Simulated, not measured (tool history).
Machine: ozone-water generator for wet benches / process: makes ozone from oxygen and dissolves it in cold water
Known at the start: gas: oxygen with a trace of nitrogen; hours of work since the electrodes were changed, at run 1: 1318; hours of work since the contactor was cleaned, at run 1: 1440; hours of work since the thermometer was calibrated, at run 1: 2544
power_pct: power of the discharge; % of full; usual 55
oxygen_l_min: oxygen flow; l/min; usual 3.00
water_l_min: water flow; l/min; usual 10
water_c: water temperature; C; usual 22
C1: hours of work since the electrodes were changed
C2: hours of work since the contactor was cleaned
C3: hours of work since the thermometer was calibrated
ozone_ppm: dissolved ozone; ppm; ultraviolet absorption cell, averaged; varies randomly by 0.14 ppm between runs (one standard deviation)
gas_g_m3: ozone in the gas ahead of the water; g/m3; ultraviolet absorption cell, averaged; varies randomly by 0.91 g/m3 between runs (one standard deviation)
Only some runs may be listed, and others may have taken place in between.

{"run": 1, "hour": 0.0, "power_pct": 55, "oxygen_l_min": 3.0, "water_l_min": 10, "water_c": 22, "C1": 1318, "C2": 1440, "C3": 2544, "ozone_ppm": 15.9, "gas_g_m3": 143.4}
{"run": 2, "hour": 69.4, "power_pct": 55, "oxygen_l_min": 3.0, "water_l_min": 10, "water_c": 22, "C1": 1370, "C2": 1492, "C3": 2596, "ozone_ppm": 15.6, "gas_g_m3": 143.4}
{"run": 3, "hour": 152.0, "power_pct": 55, "oxygen_l_min": 3.0, "water_l_min": 10, "water_c": 17, "C1": 1432, "C2": 1554, "C3": 2658, "ozone_ppm": 16.8, "gas_g_m3": 143.4}
{"run": 4, "hour": 291.1, "power_pct": 55, "oxygen_l_min": 3.0, "water_l_min": 10, "water_c": 17, "C1": 1536, "C2": 1658, "C3": 2762, "ozone_ppm": 16.6, "gas_g_m3": 141.5}
{"run": 5, "hour": 365.2, "power_pct": 55, "oxygen_l_min": 3.0, "water_l_min": 10, "water_c": 17, "C1": 1591, "C2": 1713, "C3": 2817, "ozone_ppm": 16.6, "gas_g_m3": 142.4}
{"run": 6, "hour": 488.8, "power_pct": 55, "oxygen_l_min": 3.0, "water_l_min": 10, "water_c": 17, "C1": 1684, "C2": 1806, "C3": 2909, "ozone_ppm": 16.7, "gas_g_m3": 141.8}
{"run": 7, "hour": 567.9, "power_pct": 55, "oxygen_l_min": 3.0, "water_l_min": 10, "water_c": 22, "C1": 1743, "C2": 1865, "C3": 2969, "ozone_ppm": 15.4, "gas_g_m3": 141.4}
{"run": 8, "hour": 627.9, "power_pct": 55, "oxygen_l_min": 3.0, "water_l_min": 10, "water_c": 22, "C1": 1788, "C2": 1910, "C3": 3013, "ozone_ppm": 15.2, "gas_g_m3": 139.9}
{"run": 9, "hour": 731.1, "power_pct": 55, "oxygen_l_min": 3.0, "water_l_min": 10, "water_c": 22, "C1": 1865, "C2": 1987, "C3": 3091, "ozone_ppm": 15.1, "gas_g_m3": 139.7}
{"run": 10, "hour": 813.4, "power_pct": 55, "oxygen_l_min": 3.0, "water_l_min": 10, "water_c": 22, "C1": 1926, "C2": 2048, "C3": 3152, "ozone_ppm": 15.0, "gas_g_m3": 139.9}
{"run": 11, "hour": 932.1, "power_pct": 55, "oxygen_l_min": 3.0, "water_l_min": 10, "water_c": 22, "C1": 2015, "C2": 2137, "C3": 3241, "ozone_ppm": 15.3, "gas_g_m3": 140.3}
{"run": 12, "hour": 1026.1, "power_pct": 55, "oxygen_l_min": 3.0, "water_l_min": 10, "water_c": 22, "C1": 2086, "C2": 2207, "C3": 3311, "ozone_ppm": 14.9, "gas_g_m3": 137.2}
{"run": 13, "hour": 1134.1, "power_pct": 55, "oxygen_l_min": 3.0, "water_l_min": 10, "water_c": 22, "C1": 2166, "C2": 2288, "C3": 3392, "ozone_ppm": 14.8, "gas_g_m3": 138.4}
{"run": 14, "hour": 1190.9, "power_pct": 55, "oxygen_l_min": 3.0, "water_l_min": 10, "water_c": 22, "C1": 2209, "C2": 2330, "C3": 3434, "ozone_ppm": 14.9, "gas_g_m3": 137.8}
{"run": 15, "hour": 1280.7, "power_pct": 55, "oxygen_l_min": 3.0, "water_l_min": 10, "water_c": 22, "C1": 2276, "C2": 2398, "C3": 3502, "ozone_ppm": 14.9, "gas_g_m3": 137.9}
{"run": 16, "hour": 1406.0, "power_pct": 55, "oxygen_l_min": 3.0, "water_l_min": 10, "water_c": 28, "C1": 2369, "C2": 2491, "C3": 3595, "ozone_ppm": 13.4, "gas_g_m3": 137.4}
{"run": 17, "hour": 1479.7, "power_pct": 55, "oxygen_l_min": 3.0, "water_l_min": 10, "water_c": 28, "C1": 2425, "C2": 2546, "C3": 3650, "ozone_ppm": 13.3, "gas_g_m3": 136.0}
{"run": 18, "hour": 1578.6, "power_pct": 55, "oxygen_l_min": 2.73, "water_l_min": 8, "water_c": 17, "C1": 2499, "C2": 2620, "C3": 3724, "ozone_ppm": 18.6, "gas_g_m3": 141.9}
{"hour": 1670.0, "done": "contactor cleaned"}
{"run": 19, "hour": 1670.0, "power_pct": 55, "oxygen_l_min": 2.73, "water_l_min": 8, "water_c": 17, "C1": 2564, "C2": 0, "C3": 3790, "ozone_ppm": 19.2, "gas_g_m3": 143.2}
{"run": 20, "hour": 1786.0, "power_pct": 58, "oxygen_l_min": 2.73, "water_l_min": 12, "water_c": 26, "C1": 2651, "C2": 87, "C3": 3876, "ozone_ppm": 12.8, "gas_g_m3": 145.6}
{"run": 21, "hour": 1861.6, "power_pct": 55, "oxygen_l_min": 4.71, "water_l_min": 7, "water_c": 28, "C1": 2707, "C2": 143, "C3": 3933, "ozone_ppm": 14.8, "gas_g_m3": 104.9}
{"run": 22, "hour": 1949.5, "power_pct": 96, "oxygen_l_min": 3.0, "water_l_min": 8, "water_c": 24, "C1": 2773, "C2": 209, "C3": 3999, "ozone_ppm": 22.5, "gas_g_m3": 185.9}
{"run": 23, "hour": 2049.5, "power_pct": 55, "oxygen_l_min": 3.0, "water_l_min": 9, "water_c": 14, "C1": 2848, "C2": 284, "C3": 4073, "ozone_ppm": 18.0, "gas_g_m3": 132.0}
{"run": 24, "hour": 2181.3, "power_pct": 55, "oxygen_l_min": 3.0, "water_l_min": 9, "water_c": 16, "C1": 2946, "C2": 382, "C3": 4172, "ozone_ppm": 17.3, "gas_g_m3": 133.1}
{"run": 25, "hour": 2269.7, "power_pct": 53, "oxygen_l_min": 3.74, "water_l_min": 15, "water_c": 23, "C1": 3012, "C2": 448, "C3": 4238, "ozone_ppm": 10.3, "gas_g_m3": 116.4}
{"run": 26, "hour": 2374.1, "power_pct": 53, "oxygen_l_min": 3.74, "water_l_min": 15, "water_c": 23, "C1": 3090, "C2": 526, "C3": 4316, "ozone_ppm": 10.2, "gas_g_m3": 115.4}
{"hour": 2430.6, "done": "water thermometer calibrated"}
{"run": 27, "hour": 2446.0, "power_pct": 41, "oxygen_l_min": 4.3, "water_l_min": 15, "water_c": 15, "C1": 3144, "C2": 580, "C3": 12, "ozone_ppm": 10.2, "gas_g_m3": 92.9}
{"run": 28, "hour": 2556.0, "power_pct": 41, "oxygen_l_min": 4.26, "water_l_min": 10, "water_c": 15, "C1": 3226, "C2": 662, "C3": 94, "ozone_ppm": 13.6, "gas_g_m3": 92.8}
{"run": 29, "hour": 2690.3, "power_pct": 46, "oxygen_l_min": 1.51, "water_l_min": 10, "water_c": 17, "C1": 3326, "C2": 763, "C3": 194, "ozone_ppm": 13.7, "gas_g_m3": 172.5}
{"run": 30, "hour": 2778.1, "power_pct": 55, "oxygen_l_min": 3.0, "water_l_min": 10, "water_c": 28, "C1": 3392, "C2": 828, "C3": 260, "ozone_ppm": 12.9, "gas_g_m3": 130.6}
{"run": 31, "hour": 2917.2, "power_pct": 40, "oxygen_l_min": 3.0, "water_l_min": 11, "water_c": 22, "C1": 3496, "C2": 932, "C3": 364, "ozone_ppm": 11.2, "gas_g_m3": 110.0}
{"run": 32, "hour": 3046.9, "power_pct": 40, "oxygen_l_min": 3.0, "water_l_min": 11, "water_c": 22, "C1": 3593, "C2": 1029, "C3": 461, "ozone_ppm": 11.3, "gas_g_m3": 109.6}

4 ways to go on from here, each from the tool as it stands after run 32. What would each give?
{"run": "A", "hour": 3125.8, "power_pct": 40, "oxygen_l_min": 1.81, "water_l_min": 7, "water_c": 20, "C1": 3652, "C2": 1088, "C3": 520, "ozone_ppm": "?", "gas_g_m3": "?"}
{"run": "B", "hour": 3125.8, "power_pct": 40, "oxygen_l_min": 3.26, "water_l_min": 8, "water_c": 22, "C1": 3652, "C2": 1088, "C3": 520, "ozone_ppm": "?", "gas_g_m3": "?"}
{"run": "C", "hour": 3125.8, "power_pct": 89, "oxygen_l_min": 2.59, "water_l_min": 15, "water_c": 22, "C1": 3652, "C2": 1088, "C3": 520, "ozone_ppm": "?", "gas_g_m3": "?"}
{"run": "D", "hour": 3125.8, "power_pct": 55, "oxygen_l_min": 3.0, "water_l_min": 10, "water_c": 22, "C1": 3652, "C2": 1088, "C3": 520, "ozone_ppm": "?", "gas_g_m3": "?"}

run=A ozone_ppm=16.1 gas_g_m3=141.3
run=B ozone_ppm=13.5 gas_g_m3=104.4
run=C ozone_ppm=13.4 gas_g_m3=182.6
run=D ozone_ppm=14.1 gas_g_m3=128.7
The same runs, with their run-to-run variation unchanged, on a tool lacking any hidden condition would have given:
run=A ozone_ppm=18.5 gas_g_m3=159.9
run=B ozone_ppm=15.5 gas_g_m3=118.1
run=C ozone_ppm=16.9 gas_g_m3=225.4
run=D ozone_ppm=16.9 gas_g_m3=150.9

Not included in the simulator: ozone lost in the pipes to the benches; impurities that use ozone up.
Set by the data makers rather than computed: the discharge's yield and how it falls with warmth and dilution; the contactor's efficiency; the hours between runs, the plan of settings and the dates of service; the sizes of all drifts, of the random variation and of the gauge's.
